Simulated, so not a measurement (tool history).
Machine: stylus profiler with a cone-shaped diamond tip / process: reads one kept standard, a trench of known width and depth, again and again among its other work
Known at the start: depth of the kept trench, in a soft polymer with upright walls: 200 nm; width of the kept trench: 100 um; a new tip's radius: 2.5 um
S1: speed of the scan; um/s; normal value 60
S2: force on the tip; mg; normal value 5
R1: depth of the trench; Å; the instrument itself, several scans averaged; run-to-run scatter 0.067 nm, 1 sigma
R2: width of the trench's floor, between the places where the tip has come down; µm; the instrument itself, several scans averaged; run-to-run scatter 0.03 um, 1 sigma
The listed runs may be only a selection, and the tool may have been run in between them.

run	hour	S1	S2	R1	R2
1	0	60	5	2013.9	97.69
2	24	16	5	2013.9	97.71
3	61.4	16	5	2014.1	97.68
4	92.4	16	5	2013.9	97.77
5	131	16	5	2014.4	97.63
6	166.4	16	5	2014.5	97.68
7	211.8	16	5	2014.2	97.65
8	261	16	5	2013.9	97.69
9	301	16	5	2013.3	97.68
10	347.5	60	8.13	2021.3	97.62
11	370.3	60	8.13	2021.4	97.64
12	420.5	16	8.13	2020.9	97.67
13	449.1	36	8.13	2020.4	97.6
14	483.7	36	8.13	2019.9	97.62
15	529.6	36	8.13	2019.3	97.56
16	572.6	70	8.13	2020.2	97.56
17	602.2	60	5	2013.3	97.57
18	629.5	60	5	2012.2	97.57
19	676.9	23	5	2012.6	97.57
20	725.2	60	5	2010.9	97.47
21	745.6	60	5	2010.7	97.56
22	767.5	76	5	2017.4	97.43
23	794.6	76	5	2016.5	97.49
24	815	41	11.15	2030	97.59
25	851.9	57	11.18	2030.4	97.53
26	892.7	57	11.18	2030.1	97.52
27	938.7	211	3.9	2014.2	97.11
28	962.6	78	3.92	2014	97.41
29	1003.1	31	9.77	2027	97.53
30	1049	33	9.15	2025.2	97.51
31	1097.3	97	5.25	2017.7	97.36
32	1139.3	97	5.25	2018.6	97.36
33	1171.8	97	5.25	2018.6	97.4
34	1219.4	19	5.93	2017.9	97.52
35	1267.3	53	5.83	2018.4	97.45
36	1290.6	189	2.68	2010.7	96.97
37	1326.8	58	10.58	2027.9	97.45
38	1368.4	58	10.58	2028.3	97.42
39	1409.2	33	7.29	2020.7	97.45
40	1456.6	87	12.22	2030.9	97.34
41	1478	25	7.53	2021.8	97.42
42	1517.2	25	7.53	2021.1	97.44
43	1563.3	171	2.7	2009.6	97.05

Missing from the log above: 2 entries noted between runs. For each, name the pair of listed runs it sits between and say how the tool's hidden condition differs from the listed run just before to the listed run just after:
After run 17, before run 18: height scale calibrated on a step standard (hour 606)
  radius of the tip, um: 3.57 -> 3.59; height scale over the true one, %: -0.213 -> -0.289
  measured minus no-state result, R1: -4.3 -> -5.8 Å; R2: -0.39 -> -0.4 µm
After run 21, before run 22: height scale calibrated on a step standard, once more (hour 756.9)
  radius of the tip, um: 3.65 -> 3.66; height scale over the true one, %: -0.302 -> 0.03
  measured minus no-state result, R1: -6.1 -> +0.6 Å; R2: -0.43 -> -0.42 µm
